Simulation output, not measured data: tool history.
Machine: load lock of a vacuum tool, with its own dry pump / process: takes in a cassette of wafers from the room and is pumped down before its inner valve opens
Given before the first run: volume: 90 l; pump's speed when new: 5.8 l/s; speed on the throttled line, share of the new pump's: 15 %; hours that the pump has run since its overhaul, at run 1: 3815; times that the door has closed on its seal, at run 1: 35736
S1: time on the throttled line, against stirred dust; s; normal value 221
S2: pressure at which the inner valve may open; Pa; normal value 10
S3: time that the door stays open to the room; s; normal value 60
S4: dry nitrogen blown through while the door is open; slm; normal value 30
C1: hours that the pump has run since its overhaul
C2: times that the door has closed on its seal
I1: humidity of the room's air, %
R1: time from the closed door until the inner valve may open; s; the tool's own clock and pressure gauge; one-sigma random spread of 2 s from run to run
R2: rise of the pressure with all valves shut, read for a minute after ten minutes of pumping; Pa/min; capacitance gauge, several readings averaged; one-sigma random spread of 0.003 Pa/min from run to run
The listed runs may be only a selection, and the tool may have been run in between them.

run 1 hour=0.0 | S1=221 S2=10 S3=60 S4=30 | C1=3815 C2=35736 | I1=43.8 | R1=333.4 R2=0.253
run 2 hour=117.2 | S1=221 S2=10 S3=60 S4=30 | C1=3932 C2=36299 | I1=49.2 | R1=334.8 R2=0.271
run 3 hour=247.9 | S1=221 S2=10 S3=60 S4=30 | C1=4063 C2=36926 | I1=43.5 | R1=335.9 R2=0.273
run 4 hour=372.7 | S1=221 S2=10 S3=60 S4=30 | C1=4187 C2=37525 | I1=40.5 | R1=333.5 R2=0.286
run 5 hour=441.8 | S1=221 S2=15 S3=60 S4=30 | C1=4256 C2=37856 | I1=44.0 | R1=328.6 R2=0.294
run 6 hour=516.0 | S1=221 S2=15 S3=67 S4=30 | C1=4331 C2=38212 | I1=45.4 | R1=327.6 R2=0.295
run 7 hour=628.6 | S1=221 S2=15 S3=67 S4=30 | C1=4443 C2=38753 | I1=42.9 | R1=327.9 R2=0.303
run 8 hour=762.3 | S1=150 S2=15 S3=67 S4=30 | C1=4577 C2=39394 | I1=48.3 | R1=269.8 R2=0.304
run 9 hour=818.0 | S1=150 S2=15 S3=67 S4=30 | C1=4633 C2=39662 | I1=43.3 | R1=271.1 R2=0.311
run 10 hour=897.7 | S1=150 S2=15 S3=67 S4=30 | C1=4712 C2=40044 | I1=40.2 | R1=267.9 R2=0.310
run 11 hour=956.8 | S1=221 S2=10 S3=60 S4=30 | C1=4772 C2=40328 | I1=48.5 | R1=336.6 R2=0.325
run 12 hour=1018.7 | S1=412 S2=10 S3=60 S4=30 | C1=4833 C2=40625 | I1=42.9 | R1=496.7 R2=0.327
run 13 hour=1140.4 | S1=235 S2=10 S3=60 S4=30 | C1=4955 C2=41209 | I1=47.0 | R1=347.0 R2=0.334
run 14 hour=1267.3 | S1=235 S2=10 S3=60 S4=30 | C1=5082 C2=41818 | I1=46.7 | R1=349.8 R2=0.335
-- hour=1306.4 door's seal changed, seat wiped
run 15 hour=1397.6 | S1=221 S2=10 S3=60 S4=30 | C1=5211 C2=438 | I1=44.3 | R1=339.3 R2=0.023
run 16 hour=1474.3 | S1=221 S2=10 S3=60 S4=30 | C1=5288 C2=806 | I1=45.8 | R1=335.6 R2=0.025
run 17 hour=1530.5 | S1=286 S2=10 S3=60 S4=27 | C1=5344 C2=1076 | I1=43.9 | R1=391.0 R2=0.022
run 18 hour=1605.1 | S1=286 S2=10 S3=60 S4=27 | C1=5418 C2=1434 | I1=45.7 | R1=391.2 R2=0.024
run 19 hour=1713.7 | S1=286 S2=10 S3=60 S4=27 | C1=5527 C2=1955 | I1=45.3 | R1=389.4 R2=0.031
run 20 hour=1821.0 | S1=221 S2=14 S3=60 S4=30 | C1=5634 C2=2470 | I1=43.7 | R1=331.5 R2=0.026
run 21 hour=1951.8 | S1=221 S2=14 S3=60 S4=30 | C1=5765 C2=3097 | I1=45.2 | R1=328.6 R2=0.036
run 22 hour=2046.4 | S1=221 S2=14 S3=60 S4=30 | C1=5860 C2=3551 | I1=40.3 | R1=330.2 R2=0.032
run 23 hour=2160.8 | S1=194 S2=11 S3=37 S4=9 | C1=5974 C2=4101 | I1=41.6 | R1=312.2 R2=0.031
run 24 hour=2228.1 | S1=194 S2=11 S3=37 S4=9 | C1=6041 C2=4423 | I1=42.9 | R1=308.9 R2=0.030
run 25 hour=2287.9 | S1=232 S2=14 S3=170 S4=6 | C1=6101 C2=4711 | I1=46.1 | R1=341.1 R2=0.067
run 26 hour=2396.2 | S1=232 S2=14 S3=170 S4=6 | C1=6209 C2=5230 | I1=43.8 | R1=341.7 R2=0.065
run 27 hour=2463.3 | S1=117 S2=10 S3=120 S4=6 | C1=6277 C2=5552 | I1=45.3 | R1=247.6 R2=0.068
run 28 hour=2517.9 | S1=355 S2=10 S3=60 S4=13 | C1=6331 C2=5814 | I1=45.4 | R1=452.3 R2=0.045
run 29 hour=2613.6 | S1=221 S2=19 S3=233 S4=9 | C1=6427 C2=6274 | I1=45.6 | R1=324.5 R2=0.086
run 30 hour=2675.1 | S1=250 S2=15 S3=233 S4=9 | C1=6488 C2=6568 | I1=43.4 | R1=355.4 R2=0.082
run 31 hour=2754.2 | S1=250 S2=15 S3=233 S4=11 | C1=6567 C2=6948 | I1=45.8 | R1=356.7 R2=0.088
run 32 hour=2839.5 | S1=250 S2=15 S3=233 S4=11 | C1=6653 C2=7357 | I1=44.7 | R1=357.1 R2=0.084

The same runs without the tool's hidden state, with the same run-to-run variation:
Hidden state at play: pump's speed, % of a new pump's; leak at the door's seal, Pa l/s; drift of the gauge itself on ready_s, %; drift of the gauge itself on rise_pa_min, %.
run=1 R1=330.1 R2=0.013
run=2 R1=331.4 R2=0.022
run=3 R1=332.3 R2=0.019
run=4 R1=329.8 R2=0.020
run=5 R1=325.3 R2=0.026
run=6 R1=324.2 R2=0.020
run=7 R1=324.4 R2=0.021
run=8 R1=265.5 R2=0.024
run=9 R1=266.7 R2=0.028
run=10 R1=263.5 R2=0.018
run=11 R1=332.3 R2=0.026
run=12 R1=493.4 R2=0.024
run=13 R1=342.5 R2=0.027
run=14 R1=345.2 R2=0.026
run=15 R1=334.8 R2=0.022
run=16 R1=331.0 R2=0.023
run=17 R1=386.8 R2=0.019
run=18 R1=387.0 R2=0.020
run=19 R1=385.0 R2=0.026
run=20 R1=326.5 R2=0.020
run=21 R1=323.5 R2=0.027
run=22 R1=325.0 R2=0.022
run=23 R1=306.9 R2=0.019
run=24 R1=303.5 R2=0.017
run=25 R1=336.1 R2=0.052
run=26 R1=336.5 R2=0.048
run=27 R1=241.2 R2=0.050
run=28 R1=447.7 R2=0.027
run=29 R1=319.3 R2=0.066
run=30 R1=350.1 R2=0.061
run=31 R1=351.3 R2=0.065
run=32 R1=351.7 R2=0.060

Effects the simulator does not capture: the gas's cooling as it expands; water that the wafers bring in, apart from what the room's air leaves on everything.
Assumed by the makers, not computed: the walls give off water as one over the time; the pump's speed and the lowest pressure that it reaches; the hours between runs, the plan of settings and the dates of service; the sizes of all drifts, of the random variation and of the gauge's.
